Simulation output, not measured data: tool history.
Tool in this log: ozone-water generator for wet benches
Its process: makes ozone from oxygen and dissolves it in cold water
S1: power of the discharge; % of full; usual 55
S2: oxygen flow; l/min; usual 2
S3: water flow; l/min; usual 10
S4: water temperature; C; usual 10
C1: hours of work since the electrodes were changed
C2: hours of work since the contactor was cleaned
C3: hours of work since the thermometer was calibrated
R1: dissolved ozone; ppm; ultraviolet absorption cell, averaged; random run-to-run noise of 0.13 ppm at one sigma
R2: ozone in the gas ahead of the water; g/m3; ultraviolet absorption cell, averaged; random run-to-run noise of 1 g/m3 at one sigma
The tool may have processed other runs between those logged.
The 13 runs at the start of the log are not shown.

run    hour  S1    S2  S3  S4    C1    C2    C3    R1     R2
 14  1216.8  55     2  10  10  2236  1984   593  14.9  180.8
 15  1270.1  55     2  10  18  2275  2023   632  13.3  180.2
 16  1367.1  55     2  10  18  2346  2094   703  13.4  179.9
 17  1468.5  55  2.74  10  10  2420  2168   777  15.7  159.2
 18    1577  55  2.74  10  10  2499  2248   856  15.8  159.1
 19  1688.1  55  1.07  10  10  2581  2329   938    12  232.1
 20  1765.6  55  1.07  10  10  2637  2386   994  12.2  231.7
 21  1867.1  55  1.07  10  10  2712  2460  1069    12  231.5
 22  1935.8  55  1.95  16  10  2762  2511  1119   8.5  182.3
 23  2005.4  55  1.95  16  10  2813  2561  1170   8.5  183.1
 24  2081.6  55     2   8  10  2869  2617  1226  18.6  179.9

Forecast run 25:
 25  2164.9  55   2   8  10  2930  2678  1287   ?   ?

R1: 18.4 ppm
R2: 181.2 g/m3
Were there no unlogged condition in the tool, this run, its random variation unchanged, would have produced R1 18.5 ppm, R2 181.3 g/m3.
